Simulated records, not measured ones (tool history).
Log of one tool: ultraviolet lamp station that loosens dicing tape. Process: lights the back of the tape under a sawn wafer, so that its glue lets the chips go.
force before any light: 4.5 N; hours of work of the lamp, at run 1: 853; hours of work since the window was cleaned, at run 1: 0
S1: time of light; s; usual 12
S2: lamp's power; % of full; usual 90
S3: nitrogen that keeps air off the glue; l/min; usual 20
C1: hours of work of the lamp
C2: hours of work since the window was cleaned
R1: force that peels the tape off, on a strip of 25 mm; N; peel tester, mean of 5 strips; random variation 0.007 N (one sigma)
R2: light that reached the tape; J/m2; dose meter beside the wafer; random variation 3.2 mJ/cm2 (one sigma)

run 1 hour=0.0 | S1=12 S2=90 S3=20 | C1=853 C2=0 | R1=0.401 R2=3640
run 2 hour=41.0 | S1=12 S2=90 S3=20 | C1=881 C2=27 | R1=0.463 R2=3640
run 3 hour=116.9 | S1=12 S2=68 S3=20 | C1=931 C2=78 | R1=0.818 R2=2630
run 4 hour=204.9 | S1=12 S2=68 S3=20 | C1=990 C2=137 | R1=0.842 R2=2510
run 5 hour=249.2 | S1=12 S2=68 S3=20 | C1=1020 C2=166 | R1=0.877 R2=2420
run 6 hour=324.5 | S1=12 S2=68 S3=20 | C1=1070 C2=217 | R1=0.888 R2=2360
run 7 hour=386.9 | S1=17 S2=90 S3=20 | C1=1112 C2=258 | R1=0.329 R2=4260
-- hour=434.7 lamp changed
run 8 hour=434.7 | S1=11 S2=90 S3=20 | C1=0 C2=289 | R1=0.372 R2=3990
-- hour=442.6 window cleaned of glue's vapour
run 9 hour=491.7 | S1=12 S2=90 S3=20 | C1=38 C2=33 | R1=0.262 R2=4710
run 10 hour=543.8 | S1=12 S2=90 S3=20 | C1=72 C2=68 | R1=0.287 R2=4610
run 11 hour=619.3 | S1=12 S2=90 S3=20 | C1=123 C2=118 | R1=0.289 R2=4390
run 12 hour=666.1 | S1=12 S2=90 S3=20 | C1=154 C2=149 | R1=0.306 R2=4380
run 13 hour=727.7 | S1=12 S2=90 S3=20 | C1=195 C2=190 | R1=0.338 R2=4160
run 14 hour=804.7 | S1=14 S2=96 S3=10 | C1=247 C2=242 | R1=0.343 R2=5070
-- hour=883.5 window cleaned of glue's vapour
run 15 hour=894.4 | S1=19 S2=96 S3=10 | C1=306 C2=7 | R1=0.172 R2=7330

The next listed run, before its measurement:
run 16 hour=984.1 | S1=12 S2=61 S3=8 | C1=366 C2=67 | R1=? R2=?

{"run 16": {"R1": 1.072, "R2": 2810}}
Without the tool's hidden state the same run would have given R1 0.852 N, R2 3290 J/m2.
